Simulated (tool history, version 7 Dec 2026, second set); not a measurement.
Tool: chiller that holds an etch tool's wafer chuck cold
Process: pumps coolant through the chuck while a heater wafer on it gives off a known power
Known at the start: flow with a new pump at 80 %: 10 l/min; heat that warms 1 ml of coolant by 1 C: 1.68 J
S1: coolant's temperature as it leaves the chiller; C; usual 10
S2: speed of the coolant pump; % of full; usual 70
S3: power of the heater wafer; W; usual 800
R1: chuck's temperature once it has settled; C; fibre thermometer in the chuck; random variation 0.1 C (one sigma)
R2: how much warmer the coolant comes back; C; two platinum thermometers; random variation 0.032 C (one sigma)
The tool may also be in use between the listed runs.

run 1 hour=0 | S1=10 S2=70 S3=800 | R1=17.8 R2=3.39
run 2 hour=143.2 | S1=10 S2=70 S3=800 | R1=17.9 R2=3.33
run 3 hour=244.8 | S1=10 S2=70 S3=800 | R1=18 R2=3.4
run 4 hour=383.4 | S1=10 S2=70 S3=800 | R1=18 R2=3.33
run 5 hour=488.2 | S1=10 S2=70 S3=800 | R1=18.1 R2=3.41
run 6 hour=587.5 | S1=10 S2=70 S3=800 | R1=18.3 R2=3.34
run 7 hour=771.1 | S1=10 S2=70 S3=800 | R1=18.4 R2=3.4
run 8 hour=944.6 | S1=10 S2=70 S3=800 | R1=18.5 R2=3.39
run 9 hour=1022.3 | S1=10 S2=70 S3=800 | R1=18.5 R2=3.35
run 10 hour=1187.3 | S1=10 S2=70 S3=800 | R1=18.5 R2=3.4
run 11 hour=1267.8 | S1=0 S2=70 S3=800 | R1=8.5 R2=3.43
run 12 hour=1389.9 | S1=0 S2=70 S3=800 | R1=8.6 R2=3.45
run 13 hour=1523.8 | S1=0 S2=70 S3=800 | R1=8.6 R2=3.45
-- hour=1608.4 coolant changed, channels flushed
run 14 hour=1642.2 | S1=13 S2=70 S3=800 | R1=20.2 R2=3.42
run 15 hour=1814.5 | S1=13 S2=70 S3=800 | R1=20.2 R2=3.4
run 16 hour=1907.9 | S1=10 S2=70 S3=714 | R1=16.6 R2=3.12
run 17 hour=2042.5 | S1=3 S2=70 S3=1121 | R1=13.3 R2=4.85
run 18 hour=2122.3 | S1=19 S2=97 S3=977 | R1=26.2 R2=3.04
run 19 hour=2222.3 | S1=10 S2=90 S3=503 | R1=14 R2=1.71
run 20 hour=2306.6 | S1=13 S2=70 S3=1017 | R1=22.5 R2=4.42
run 21 hour=2442.5 | S1=13 S2=70 S3=1017 | R1=22.4 R2=4.4
run 22 hour=2563.6 | S1=13 S2=76 S3=419 | R1=17 R2=1.68
run 23 hour=2655.3 | S1=13 S2=71 S3=607 | R1=18.8 R2=2.59
run 24 hour=2833.7 | S1=4 S2=70 S3=638 | R1=10.2 R2=2.74
run 25 hour=2999.7 | S1=4 S2=70 S3=638 | R1=10.3 R2=2.8
run 26 hour=3160.4 | S1=4 S2=70 S3=638 | R1=10.3 R2=2.81
run 27 hour=3306.3 | S1=17 S2=84 S3=428 | R1=20.7 R2=1.61
run 28 hour=3388.2 | S1=4 S2=79 S3=995 | R1=13.1 R2=3.89
run 29 hour=3473.6 | S1=4 S2=79 S3=995 | R1=13.2 R2=3.89
run 30 hour=3644.2 | S1=4 S2=79 S3=995 | R1=13.1 R2=3.98
run 31 hour=3806.2 | S1=18 S2=70 S3=800 | R1=26.2 R2=3.5
run 32 hour=3964 | S1=18 S2=70 S3=800 | R1=26.3 R2=3.51

3 ways to go on from here, each from the tool as it stands after run 32. What would each give?
run A hour=4060 | S1=10 S2=70 S3=1138 | R1=? R2=?
run B hour=4060 | S1=18 S2=92 S3=800 | R1=? R2=?
run C hour=4060 | S1=18 S2=74 S3=1167 | R1=? R2=?

run=A R1=21.5 R2=5.02
run=B R1=25 R2=2.74
run=C R1=29.5 R2=4.92
Without the tool's hidden state the same runs would have given:
run=A R1=19.5 R2=4.6
run=B R1=23.6 R2=2.51
run=C R1=27.4 R2=4.5

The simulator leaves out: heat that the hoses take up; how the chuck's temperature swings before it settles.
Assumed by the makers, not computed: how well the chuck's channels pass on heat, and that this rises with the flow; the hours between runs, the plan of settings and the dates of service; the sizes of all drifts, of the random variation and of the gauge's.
